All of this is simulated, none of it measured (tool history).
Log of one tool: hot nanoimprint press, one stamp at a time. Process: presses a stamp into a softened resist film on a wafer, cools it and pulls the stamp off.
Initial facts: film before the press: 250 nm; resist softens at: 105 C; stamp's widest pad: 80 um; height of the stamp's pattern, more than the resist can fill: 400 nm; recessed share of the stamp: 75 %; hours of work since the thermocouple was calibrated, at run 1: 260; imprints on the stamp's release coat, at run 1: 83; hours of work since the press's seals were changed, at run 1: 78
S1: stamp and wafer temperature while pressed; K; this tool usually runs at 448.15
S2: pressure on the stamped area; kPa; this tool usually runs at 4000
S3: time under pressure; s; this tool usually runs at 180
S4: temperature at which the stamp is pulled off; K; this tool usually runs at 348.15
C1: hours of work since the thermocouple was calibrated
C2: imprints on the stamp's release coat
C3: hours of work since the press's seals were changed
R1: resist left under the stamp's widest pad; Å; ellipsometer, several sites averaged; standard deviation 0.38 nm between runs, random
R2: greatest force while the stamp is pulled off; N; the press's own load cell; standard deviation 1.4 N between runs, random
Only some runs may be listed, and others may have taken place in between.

{"run": 1, "hour": 0.0, "S1": 448.15, "S2": 4000, "S3": 180, "S4": 348.15, "C1": 260, "C2": 83, "C3": 78, "R1": 1336, "R2": 153}
{"run": 2, "hour": 8.5, "S1": 448.15, "S2": 4000, "S3": 180, "S4": 348.15, "C1": 265, "C2": 103, "C3": 83, "R1": 1329, "R2": 156}
{"run": 3, "hour": 18.8, "S1": 448.15, "S2": 4000, "S3": 180, "S4": 348.15, "C1": 270, "C2": 126, "C3": 89, "R1": 1331, "R2": 158}
{"run": 4, "hour": 29.1, "S1": 444.15, "S2": 4000, "S3": 180, "S4": 348.15, "C1": 276, "C2": 150, "C3": 94, "R1": 1521, "R2": 156}
{"run": 5, "hour": 45.6, "S1": 444.15, "S2": 4000, "S3": 180, "S4": 348.15, "C1": 285, "C2": 188, "C3": 103, "R1": 1519, "R2": 158}
{"run": 6, "hour": 62.6, "S1": 444.15, "S2": 4000, "S3": 180, "S4": 348.15, "C1": 294, "C2": 226, "C3": 112, "R1": 1525, "R2": 161}
{"run": 7, "hour": 80.2, "S1": 444.15, "S2": 4000, "S3": 180, "S4": 348.15, "C1": 303, "C2": 267, "C3": 121, "R1": 1516, "R2": 160}
{"run": 8, "hour": 100.5, "S1": 451.15, "S2": 4000, "S3": 180, "S4": 348.15, "C1": 314, "C2": 313, "C3": 132, "R1": 1195, "R2": 161}
{"run": 9, "hour": 109.8, "S1": 451.15, "S2": 4000, "S3": 180, "S4": 348.15, "C1": 319, "C2": 334, "C3": 137, "R1": 1194, "R2": 164}
{"run": 10, "hour": 122.0, "S1": 451.15, "S2": 4000, "S3": 180, "S4": 348.15, "C1": 326, "C2": 362, "C3": 144, "R1": 1190, "R2": 162}
{"run": 11, "hour": 135.3, "S1": 451.15, "S2": 4000, "S3": 180, "S4": 348.15, "C1": 333, "C2": 392, "C3": 151, "R1": 1191, "R2": 163}
{"run": 12, "hour": 144.4, "S1": 451.15, "S2": 4000, "S3": 180, "S4": 348.15, "C1": 337, "C2": 413, "C3": 156, "R1": 1186, "R2": 163}
{"run": 13, "hour": 163.8, "S1": 451.15, "S2": 4000, "S3": 180, "S4": 348.15, "C1": 348, "C2": 457, "C3": 166, "R1": 1188, "R2": 164}
{"run": 14, "hour": 184.7, "S1": 451.15, "S2": 4000, "S3": 180, "S4": 348.15, "C1": 359, "C2": 505, "C3": 177, "R1": 1188, "R2": 166}
{"run": 15, "hour": 195.8, "S1": 448.15, "S2": 2690, "S3": 180, "S4": 348.15, "C1": 365, "C2": 531, "C3": 183, "R1": 1526, "R2": 170}
{"run": 16, "hour": 214.6, "S1": 448.15, "S2": 2690, "S3": 180, "S4": 348.15, "C1": 375, "C2": 574, "C3": 193, "R1": 1528, "R2": 171}
{"run": 17, "hour": 234.0, "S1": 448.15, "S2": 3620, "S3": 180, "S4": 348.15, "C1": 385, "C2": 618, "C3": 204, "R1": 1365, "R2": 169}
{"hour": 238.1, "done": "plate thermocouple calibrated"}
{"run": 18, "hour": 251.5, "S1": 448.15, "S2": 4330, "S3": 180, "S4": 348.15, "C1": 7, "C2": 651, "C3": 211, "R1": 1253, "R2": 172}
{"run": 19, "hour": 263.2, "S1": 445.15, "S2": 4330, "S3": 248, "S4": 348.15, "C1": 13, "C2": 678, "C3": 218, "R1": 1248, "R2": 171}
{"run": 20, "hour": 283.2, "S1": 445.15, "S2": 4330, "S3": 248, "S4": 348.15, "C1": 24, "C2": 723, "C3": 228, "R1": 1247, "R2": 172}
{"hour": 290.6, "done": "stamp cleaned and given a new release coat"}
{"run": 21, "hour": 299.4, "S1": 445.15, "S2": 4330, "S3": 115, "S4": 334.15, "C1": 30, "C2": 20, "C3": 234, "R1": 1606, "R2": 169}
{"hour": 310.2, "done": "plate thermocouple calibrated, once more"}
{"run": 22, "hour": 312.3, "S1": 445.15, "S2": 4330, "S3": 115, "S4": 334.15, "C1": 1, "C2": 42, "C3": 239, "R1": 1703, "R2": 168}
{"run": 23, "hour": 328.9, "S1": 448.15, "S2": 5960, "S3": 98, "S4": 348.15, "C1": 10, "C2": 80, "C3": 248, "R1": 1465, "R2": 157}
{"run": 24, "hour": 338.7, "S1": 439.15, "S2": 5960, "S3": 98, "S4": 348.15, "C1": 15, "C2": 103, "C3": 253, "R1": 1895, "R2": 158}
{"run": 25, "hour": 358.5, "S1": 449.15, "S2": 5070, "S3": 121, "S4": 336.15, "C1": 26, "C2": 148, "C3": 264, "R1": 1404, "R2": 169}
{"run": 26, "hour": 377.0, "S1": 443.15, "S2": 2980, "S3": 92, "S4": 335.15, "C1": 36, "C2": 190, "C3": 274, "R1": 2042, "R2": 172}
{"run": 27, "hour": 391.0, "S1": 443.15, "S2": 2980, "S3": 92, "S4": 335.15, "C1": 43, "C2": 222, "C3": 281, "R1": 2043, "R2": 172}
{"run": 28, "hour": 407.0, "S1": 443.15, "S2": 2870, "S3": 245, "S4": 335.15, "C1": 52, "C2": 259, "C3": 290, "R1": 1660, "R2": 174}
{"run": 29, "hour": 423.3, "S1": 453.15, "S2": 2870, "S3": 245, "S4": 347.15, "C1": 60, "C2": 296, "C3": 298, "R1": 1193, "R2": 163}

Alternative continuations, all from the tool just after run 29; predict every row:
{"run": "A", "hour": 437.8, "S1": 448.15, "S2": 2440, "S3": 244, "S4": 339.15, "C1": 68, "C2": 329, "C3": 306, "R1": "?", "R2": "?"}
{"run": "B", "hour": 437.8, "S1": 448.15, "S2": 4000, "S3": 268, "S4": 341.15, "C1": 68, "C2": 329, "C3": 306, "R1": "?", "R2": "?"}
{"run": "C", "hour": 437.8, "S1": 453.15, "S2": 2870, "S3": 255, "S4": 338.15, "C1": 68, "C2": 329, "C3": 306, "R1": "?", "R2": "?"}

run=A R1=1497 R2=170
run=B R1=1203 R2=166
run=C R1=1176 R2=173
What these runs would have given with no unlogged condition in the tool:
run=A R1=1491 R2=160
run=B R1=1195 R2=156
run=C R1=1169 R2=162
